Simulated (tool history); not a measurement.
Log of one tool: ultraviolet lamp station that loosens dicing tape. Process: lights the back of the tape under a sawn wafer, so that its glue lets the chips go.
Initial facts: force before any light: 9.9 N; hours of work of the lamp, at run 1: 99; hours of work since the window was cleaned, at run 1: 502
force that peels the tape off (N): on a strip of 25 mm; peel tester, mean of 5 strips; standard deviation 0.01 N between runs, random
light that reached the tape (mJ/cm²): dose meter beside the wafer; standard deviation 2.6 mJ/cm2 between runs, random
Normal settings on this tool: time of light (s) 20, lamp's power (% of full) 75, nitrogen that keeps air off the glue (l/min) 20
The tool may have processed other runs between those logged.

run	hour	time of light (s)	lamp's power (% of full)	nitrogen that keeps air off the glue (l/min)	hours of work of the lamp	hours of work since the window was cleaned	force that peels the tape off (N)	light that reached the tape (mJ/cm²)
1	0	20	75	20	99	502	0.454	317
2	9	20	75	13	106	509	0.631	313
3	14.1	20	75	13	110	513	0.618	316
4	22.3	20	75	13	116	519	0.625	319
5	26.6	20	75	13	120	522	0.626	312
6	34.2	20	75	33	126	528	0.342	312
7	42.2	34	75	33	132	535	0.211	542
8	51.1	19	75	20	139	541	0.483	294
9	59.3	19	75	20	145	548	0.494	303
10	65.2	20	93	20	150	552	0.316	391
11	71.1	20	93	20	154	557	0.327	394
12	76.3	20	93	20	158	561	0.304	394
13	85.8	20	75	20	166	568	0.448	317
14	90.3	20	75	20	169	572	0.465	314
# hour 92.7: window cleaned of glue's vapour
15	97.8	20	75	20	175	4	0.462	314
16	106.5	16	75	20	182	11	0.708	252
17	116.3	16	75	20	189	18	0.719	251
18	124.7	16	75	20	196	25	0.739	256
19	133.6	16	75	20	203	32	0.718	254
20	140.5	16	79	20	208	37	0.626	269
21	146.8	20	75	24	213	42	0.401	320
22	153.6	20	75	24	218	47	0.385	317
23	161.5	29	64	19	224	53	0.326	392
24	172	21	64	9	232	62	1.063	285
25	177.5	30	87	24	237	66	0.238	559
26	186.8	30	87	24	244	73	0.218	557
27	193.6	30	87	24	249	78	0.22	549
28	201.8	30	87	24	256	85	0.22	555
29	209.1	20	72	19	261	90	0.512	304
30	217.1	20	78	12	267	97	0.636	329
31	225.6	20	78	12	274	103	0.623	335
32	231.9	12	65	8	279	108	2.738	166
33	239.6	12	74	8	285	114	2.343	188
34	249.8	27	73	10	293	122	0.447	413
35	260.5	15	80	31	301	130	0.528	250
36	266.4	14	90	36	306	135	0.456	265
37	272.4	14	90	36	311	140	0.448	263
38	280.5	14	90	36	317	146	0.438	266
39	290	15	75	12	324	153	1.217	240
40	298.9	15	72	20	331	160	0.897	229
41	307.8	19	62	36	338	167	0.503	249
42	316.1	13	77	20	344	174	1.04	213

Consider 5 possible next runs. They are alternatives, not a sequence: every one starts from the tool as it was left by run 42. What does each give?
A	320.4	28	77	20	348	177	?	?
B	320.4	10	77	11	348	177	?	?
C	320.4	27	61	24	348	177	?	?
D	320.4	34	89	19	348	177	?	?
E	320.4	13	77	18	348	177	?	?

run	force that peels the tape off (N)	light that reached the tape (mJ/cm²)
A	0.263	457
B	2.308	158
C	0.351	350
D	0.223	638
E	1.125	211
With the hidden condition removed and each run's random variation left untouched, the same runs would have given:
run	force that peels the tape off (N)	light that reached the tape (mJ/cm²)
A	0.263	458
B	2.305	159
C	0.35	350
D	0.223	639
E	1.122	211
